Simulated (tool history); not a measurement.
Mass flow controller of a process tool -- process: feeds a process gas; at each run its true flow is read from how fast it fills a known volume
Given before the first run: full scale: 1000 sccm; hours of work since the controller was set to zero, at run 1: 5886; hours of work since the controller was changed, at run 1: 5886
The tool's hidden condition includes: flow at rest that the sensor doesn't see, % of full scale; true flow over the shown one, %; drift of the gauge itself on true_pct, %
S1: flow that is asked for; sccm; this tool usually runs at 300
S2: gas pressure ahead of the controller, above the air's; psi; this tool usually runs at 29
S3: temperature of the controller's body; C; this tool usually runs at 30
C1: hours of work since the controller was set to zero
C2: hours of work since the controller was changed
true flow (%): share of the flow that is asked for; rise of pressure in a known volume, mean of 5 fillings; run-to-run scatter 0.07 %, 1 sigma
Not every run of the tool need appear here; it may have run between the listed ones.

{"run": 1, "hour": 0.0, "S1": 300, "S2": 29, "S3": 30, "C1": 5886, "C2": 5886, "true flow (%)": 99.23}
{"run": 2, "hour": 153.8, "S1": 300, "S2": 29, "S3": 30, "C1": 5962, "C2": 5962, "true flow (%)": 99.18}
{"run": 3, "hour": 356.1, "S1": 300, "S2": 29, "S3": 21, "C1": 6062, "C2": 6062, "true flow (%)": 98.92}
{"run": 4, "hour": 678.2, "S1": 300, "S2": 21.5, "S3": 30, "C1": 6222, "C2": 6222, "true flow (%)": 99.24}
{"run": 5, "hour": 1001.2, "S1": 300, "S2": 21.5, "S3": 30, "C1": 6382, "C2": 6382, "true flow (%)": 99.36}
{"run": 6, "hour": 1200.3, "S1": 300, "S2": 29, "S3": 29, "C1": 6481, "C2": 6481, "true flow (%)": 99.17}
{"run": 7, "hour": 1420.7, "S1": 300, "S2": 29, "S3": 23, "C1": 6590, "C2": 6590, "true flow (%)": 99.05}
{"run": 8, "hour": 1559.0, "S1": 300, "S2": 29, "S3": 23, "C1": 6658, "C2": 6658, "true flow (%)": 99.05}
{"run": 9, "hour": 1746.5, "S1": 300, "S2": 29, "S3": 23, "C1": 6751, "C2": 6751, "true flow (%)": 99.03}
{"run": 10, "hour": 1965.7, "S1": 300, "S2": 29, "S3": 23, "C1": 6860, "C2": 6860, "true flow (%)": 99}
{"run": 11, "hour": 2291.7, "S1": 300, "S2": 24.7, "S3": 23, "C1": 7022, "C2": 7022, "true flow (%)": 99.08}
{"run": 12, "hour": 2526.4, "S1": 300, "S2": 29, "S3": 30, "C1": 7138, "C2": 7138, "true flow (%)": 99.23}
{"run": 13, "hour": 2773.1, "S1": 300, "S2": 29, "S3": 30, "C1": 7260, "C2": 7260, "true flow (%)": 99.26}
{"run": 14, "hour": 3016.0, "S1": 300, "S2": 29, "S3": 30, "C1": 7381, "C2": 7381, "true flow (%)": 99.16}
{"run": 15, "hour": 3298.3, "S1": 300, "S2": 29, "S3": 30, "C1": 7521, "C2": 7521, "true flow (%)": 99.21}
{"run": 16, "hour": 3607.2, "S1": 300, "S2": 29, "S3": 30, "C1": 7674, "C2": 7674, "true flow (%)": 99.24}
{"run": 17, "hour": 3791.2, "S1": 300, "S2": 29, "S3": 30, "C1": 7765, "C2": 7765, "true flow (%)": 99.2}
{"run": 18, "hour": 4115.1, "S1": 300, "S2": 29, "S3": 30, "C1": 7925, "C2": 7925, "true flow (%)": 99.16}
{"run": 19, "hour": 4274.5, "S1": 300, "S2": 29, "S3": 36, "C1": 8004, "C2": 8004, "true flow (%)": 99.43}
{"run": 20, "hour": 4426.4, "S1": 245, "S2": 29, "S3": 30, "C1": 8080, "C2": 8080, "true flow (%)": 99.17}
{"run": 21, "hour": 4582.3, "S1": 245, "S2": 29, "S3": 30, "C1": 8157, "C2": 8157, "true flow (%)": 99.23}
{"run": 22, "hour": 4902.8, "S1": 245, "S2": 29, "S3": 30, "C1": 8316, "C2": 8316, "true flow (%)": 99.13}
{"run": 23, "hour": 5173.5, "S1": 300, "S2": 37.1, "S3": 30, "C1": 8450, "C2": 8450, "true flow (%)": 99.21}
{"run": 24, "hour": 5414.8, "S1": 300, "S2": 30, "S3": 30, "C1": 8570, "C2": 8570, "true flow (%)": 99.13}
{"hour": 5646.9, "done": "controller's zero set anew"}
{"run": 25, "hour": 5646.9, "S1": 300, "S2": 30, "S3": 30, "C1": 0, "C2": 8684, "true flow (%)": 99.25}
{"run": 26, "hour": 5872.3, "S1": 300, "S2": 30, "S3": 30, "C1": 112, "C2": 8796, "true flow (%)": 99.17}
{"run": 27, "hour": 6091.2, "S1": 300, "S2": 30, "S3": 30, "C1": 220, "C2": 8905, "true flow (%)": 99.19}
{"run": 28, "hour": 6250.0, "S1": 570, "S2": 37, "S3": 24, "C1": 299, "C2": 8983, "true flow (%)": 99.37}
{"hour": 6465.9, "done": "controller exchanged for a calibrated one"}
{"run": 29, "hour": 6516.8, "S1": 570, "S2": 30, "S3": 32, "C1": 25, "C2": 25, "true flow (%)": 99.71}
{"run": 30, "hour": 6729.9, "S1": 570, "S2": 30, "S3": 32, "C1": 131, "C2": 131, "true flow (%)": 99.66}
{"run": 31, "hour": 6973.0, "S1": 467, "S2": 24.2, "S3": 39, "C1": 251, "C2": 251, "true flow (%)": 99.8}
{"run": 32, "hour": 7295.9, "S1": 467, "S2": 24.2, "S3": 39, "C1": 411, "C2": 411, "true flow (%)": 99.79}
{"run": 33, "hour": 7462.5, "S1": 467, "S2": 24.2, "S3": 39, "C1": 494, "C2": 494, "true flow (%)": 99.79}
{"run": 34, "hour": 7716.2, "S1": 174, "S2": 29, "S3": 32, "C1": 620, "C2": 620, "true flow (%)": 99.04}
{"run": 35, "hour": 8045.2, "S1": 174, "S2": 29, "S3": 32, "C1": 783, "C2": 783, "true flow (%)": 99.03}
{"run": 36, "hour": 8293.4, "S1": 174, "S2": 29, "S3": 32, "C1": 906, "C2": 906, "true flow (%)": 99.14}
{"run": 37, "hour": 8589.9, "S1": 174, "S2": 29, "S3": 32, "C1": 1053, "C2": 1053, "true flow (%)": 99.08}
{"run": 38, "hour": 8857.8, "S1": 261, "S2": 29, "S3": 28, "C1": 1186, "C2": 1186, "true flow (%)": 99.16}
{"run": 39, "hour": 9000.9, "S1": 261, "S2": 29, "S3": 28, "C1": 1257, "C2": 1257, "true flow (%)": 99.1}
{"run": 40, "hour": 9237.6, "S1": 300, "S2": 29, "S3": 26, "C1": 1374, "C2": 1374, "true flow (%)": 99.12}
{"run": 41, "hour": 9508.1, "S1": 300, "S2": 33.4, "S3": 24, "C1": 1508, "C2": 1508, "true flow (%)": 99.19}
{"run": 42, "hour": 9824.6, "S1": 300, "S2": 27.1, "S3": 24, "C1": 1665, "C2": 1665, "true flow (%)": 99.14}
{"run": 43, "hour": 10010.6, "S1": 662, "S2": 23.2, "S3": 30, "C1": 1757, "C2": 1757, "true flow (%)": 99.81}
{"run": 44, "hour": 10156.5, "S1": 662, "S2": 23.2, "S3": 30, "C1": 1829, "C2": 1829, "true flow (%)": 99.76}
{"run": 45, "hour": 10343.1, "S1": 662, "S2": 23.2, "S3": 30, "C1": 1922, "C2": 1922, "true flow (%)": 99.89}
{"run": 46, "hour": 10647.5, "S1": 662, "S2": 38.7, "S3": 24, "C1": 2073, "C2": 2073, "true flow (%)": 99.4}
{"run": 47, "hour": 10989.8, "S1": 300, "S2": 28.1, "S3": 21, "C1": 2242, "C2": 2242, "true flow (%)": 98.99}

Across each entry between runs, compare the hidden state at the last listed run before it with the hidden state at the first listed run after it:
From run 24 to run 25: controller's zero set anew (hour 5646.9)
  flow at rest that the sensor doesn't see, % of full scale: -0.006 -> 0
From run 28 to run 29: controller exchanged for a calibrated one (hour 6465.9)
  flow at rest that the sensor doesn't see, % of full scale: -0.001 -> 0; true flow over the shown one, %: -0.01 -> 0

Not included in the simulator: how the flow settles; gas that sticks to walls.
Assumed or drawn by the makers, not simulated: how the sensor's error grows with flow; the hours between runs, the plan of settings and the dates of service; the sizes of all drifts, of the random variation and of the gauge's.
